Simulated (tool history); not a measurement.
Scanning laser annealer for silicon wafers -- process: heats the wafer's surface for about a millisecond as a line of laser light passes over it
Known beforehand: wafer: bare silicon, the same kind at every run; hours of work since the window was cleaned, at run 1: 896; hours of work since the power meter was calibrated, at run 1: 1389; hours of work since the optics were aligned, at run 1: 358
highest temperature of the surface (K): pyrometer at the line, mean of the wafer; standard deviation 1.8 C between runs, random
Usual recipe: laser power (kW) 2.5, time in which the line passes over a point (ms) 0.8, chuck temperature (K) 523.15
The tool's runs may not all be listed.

run,hour,laser power (kW),time in which the line passes over a point (ms),chuck temperature (K),hours of work since the window was cleaned,hours of work since the power meter was calibrated,hours of work since the optics were aligned,highest temperature of the surface (K)
1,0,2.5,0.8,523.15,896,1389,358,1202.15
2,56.3,2.657,0.8,523.15,940,1432,401,1236.15
3,105,2.657,0.8,523.15,977,1470,438,1234.15
# hour 133: window over the wafer cleaned
4,153,2.657,0.8,523.15,15,1505,474,1256.15
5,185.2,2.657,0.8,523.15,40,1530,499,1257.15
6,219.9,2.657,0.8,523.15,67,1557,525,1257.15
7,261.2,2.5,0.8,523.15,99,1588,557,1218.15
8,324.8,2.5,0.8,523.15,147,1637,606,1215.15
9,379.5,2.5,0.603,523.15,189,1679,648,1108.15
10,430.8,2.5,0.8,523.15,229,1719,687,1212.15
11,480.1,2.5,0.8,523.15,267,1757,725,1211.15
12,536.6,2.5,0.8,516.15,310,1800,769,1203.15
13,587.9,2.5,0.8,516.15,350,1840,808,1202.15
14,632.9,2.5,0.8,516.15,384,1874,843,1200.15
15,668.9,2.5,0.8,516.15,412,1902,870,1200.15
16,719.4,2.5,0.8,516.15,451,1941,909,1197.15
17,777.5,2.5,0.8,516.15,495,1985,954,1198.15
# hour 786.1: optics aligned, line set to its width
18,817.9,2.5,0.638,523.15,523,2012,24,1117.15
19,865.5,2.5,0.638,523.15,559,2049,61,1117.15
20,902.6,2.5,0.638,523.15,588,2078,90,1112.15
21,950.4,2.5,0.638,523.15,625,2114,126,1116.15
22,998.1,2.5,0.638,523.15,661,2151,163,1110.15
23,1068,2.5,0.992,493.15,715,2205,217,1256.15
24,1127.2,2.5,0.992,493.15,760,2250,262,1252.15
# hour 1185.9: optics aligned, line set to its width, once more
25,1195.6,2.338,0.618,504.15,809,2299,7,1055.15
26,1262.7,2.695,0.993,523.15,861,2350,59,1348.15
27,1298.9,2.695,0.993,523.15,889,2378,87,1345.15
28,1337.9,2.695,0.651,528.15,919,2408,117,1170.15
29,1404,2.695,0.967,491.15,969,2459,168,1302.15
# hour 1447: window over the wafer cleaned
30,1469.9,2.381,0.935,556.15,18,2508,217,1285.15
31,1528.7,2.69,0.8,523.15,63,2553,262,1264.15
32,1570.8,2.177,0.8,523.15,95,2586,294,1136.15
33,1627.7,2.5,0.563,504.15,139,2630,338,1070.15
34,1678.1,2.587,0.869,504.15,178,2668,377,1249.15
35,1707.6,2.486,0.869,494.15,200,2691,400,1214.15
36,1750.5,2.735,0.869,525.15,233,2724,432,1308.15
37,1799.1,2.735,0.869,525.15,271,2761,470,1309.15
38,1838.8,2.625,0.945,523.15,301,2792,500,1314.15
39,1873,2.727,0.8,493.15,327,2818,527,1237.15
40,1928.5,2.537,0.8,512.15,370,2861,569,1208.15
41,1960.6,2.526,0.8,488.15,395,2885,594,1176.15

Had the tool no unlogged condition, and each run kept its random variation, what would the results have been?
Unlogged tool condition in this case: light that passes the window, % of a clean one's; laser's true power over the reading, %; width of the line over the set one, %; drift of the gauge itself on peak_c, C.
run,highest temperature of the surface (K)
1,1226.15
2,1262.15
3,1261.15
4,1263.15
5,1264.15
6,1265.15
7,1227.15
8,1225.15
9,1118.15
10,1224.15
11,1225.15
12,1217.15
13,1217.15
14,1216.15
15,1217.15
16,1216.15
17,1218.15
18,1137.15
19,1139.15
20,1134.15
21,1139.15
22,1135.15
23,1289.15
24,1286.15
25,1073.15
26,1376.15
27,1374.15
28,1193.15
29,1333.15
30,1293.15
31,1273.15
32,1145.15
33,1079.15
34,1262.15
35,1227.15
36,1323.15
37,1325.15
38,1331.15
39,1254.15
40,1226.15
41,1194.15
